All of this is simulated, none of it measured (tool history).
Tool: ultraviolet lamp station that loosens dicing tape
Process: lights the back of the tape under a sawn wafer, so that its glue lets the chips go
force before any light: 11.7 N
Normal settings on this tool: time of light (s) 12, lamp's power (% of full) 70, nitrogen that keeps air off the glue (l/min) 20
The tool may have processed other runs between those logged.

run,hour,time of light (s),lamp's power (% of full),nitrogen that keeps air off the glue (l/min),force that peels the tape off (N),light that reached the tape (mJ/cm2)
1,0.0,12,70,20,1.119,346
2,34.6,12,70,20,1.101,346
3,70.9,12,70,20,1.099,348
4,89.8,12,70,20,1.107,349
5,108.9,12,71,20,1.082,351
6,130.0,12,71,20,1.066,353
7,158.9,12,63,20,1.366,315
8,182.3,12,63,20,1.363,313
9,216.0,12,70,20,1.102,351
10,254.6,17,70,20,0.475,490
11,274.9,17,70,20,0.487,487
12,305.9,17,70,20,0.492,493
13,345.7,12,70,10,1.576,347
14,381.3,12,70,10,1.513,343
15,413.4,12,70,20,1.132,348
16,440.7,12,70,20,1.104,347
17,464.8,12,64,20,1.342,317
18,501.0,12,64,20,1.328,318
19,526.5,12,64,20,1.333,317
20,548.0,11,73,16,1.361,326
21,580.3,12,97,16,0.586,476
22,608.3,12,74,15,1.137,368
23,625.9,10,68,20,1.642,282
24,651.3,10,68,20,1.708,287
25,668.7,10,68,20,1.687,285
26,688.3,10,97,17,0.881,401
27,726.0,12,70,13,1.387,347
28,749.2,12,70,10,1.619,345
29,770.3,7,70,11,3.475,205
30,789.4,6,70,38,2.876,173
31,813.0,6,70,38,2.999,177
32,839.1,6,70,38,3.070,178
33,867.5,6,70,38,3.055,175
34,902.7,6,70,38,3.034,172
35,944.3,6,70,38,2.992,172

The log once held 1 entry between its listed runs, left out of this copy. Where does each go, and what is different about the tool's unlogged condition between the listed run before it and the listed run after it?
In the gap between runs 20 and 21: window cleaned of glue's vapour (hour 567.0)
  nothing in the hidden state changes from one run to the other

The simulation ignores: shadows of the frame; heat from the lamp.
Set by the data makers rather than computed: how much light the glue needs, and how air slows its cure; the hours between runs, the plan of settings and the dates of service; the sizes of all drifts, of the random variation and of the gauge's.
